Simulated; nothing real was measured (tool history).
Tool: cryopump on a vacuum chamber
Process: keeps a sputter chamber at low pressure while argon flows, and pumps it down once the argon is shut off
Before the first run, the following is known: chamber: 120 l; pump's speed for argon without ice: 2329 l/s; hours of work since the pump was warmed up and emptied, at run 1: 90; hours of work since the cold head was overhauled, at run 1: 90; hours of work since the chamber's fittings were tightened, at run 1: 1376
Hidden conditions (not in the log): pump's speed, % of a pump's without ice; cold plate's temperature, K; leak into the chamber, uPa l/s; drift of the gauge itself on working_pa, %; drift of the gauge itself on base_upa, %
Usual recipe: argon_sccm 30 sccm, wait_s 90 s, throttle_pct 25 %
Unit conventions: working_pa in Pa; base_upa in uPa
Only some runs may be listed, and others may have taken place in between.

| run | hour | argon_sccm | wait_s | throttle_pct | hours of work since the pump was warmed up and emptied | hours of work since the cold head was overhauled | hours of work since the chamber's fittings were tightened | working_pa | base_upa |
|---|---|---|---|---|---|---|---|---|---|
| 1 | 0.0 | 30 | 90 | 25 | 90 | 90 | 1376 | 0.0883 | 2.28 |
| 2 | 20.9 | 30 | 90 | 25 | 100 | 100 | 1386 | 0.0878 | 2.38 |
| 3 | 37.7 | 15 | 90 | 25 | 108 | 108 | 1394 | 0.0443 | 2.44 |
| 4 | 50.1 | 30 | 90 | 25 | 114 | 114 | 1400 | 0.0877 | 2.34 |
|  | 64.8 | leaking fittings of the chamber tightened, without venting |
| 5 | 72.2 | 30 | 90 | 25 | 123 | 123 | 4 | 0.0885 | 0.57 |
| 6 | 92.1 | 30 | 90 | 25 | 133 | 133 | 13 | 0.0879 | 0.61 |
| 7 | 119.9 | 30 | 90 | 25 | 146 | 146 | 26 | 0.0884 | 0.60 |
| 8 | 141.0 | 30 | 90 | 56 | 156 | 156 | 36 | 0.0391 | 0.61 |
| 9 | 154.9 | 30 | 90 | 56 | 163 | 163 | 43 | 0.0393 | 0.65 |
| 10 | 178.0 | 16 | 73 | 16 | 174 | 174 | 54 | 0.0729 | 0.74 |
| 11 | 196.2 | 33 | 165 | 29 | 183 | 183 | 63 | 0.0848 | 0.45 |
| 12 | 212.8 | 27 | 77 | 29 | 191 | 191 | 71 | 0.0683 | 0.77 |
| 13 | 236.4 | 27 | 77 | 29 | 202 | 202 | 82 | 0.0680 | 0.75 |
| 14 | 255.6 | 54 | 35 | 41 | 211 | 211 | 91 | 0.0993 | 1.41 |

Predict the results of run 15:
| 15 | 283.9 | 54 | 35 | 41 | 225 | 225 | 105 | ? | ? |

working_pa: 0.0980 Pa
base_upa: 1.43 uPa
The same run, on a tool lacking any hidden state, would have yielded working_pa 0.0956 Pa, base_upa 1.28 uPa.
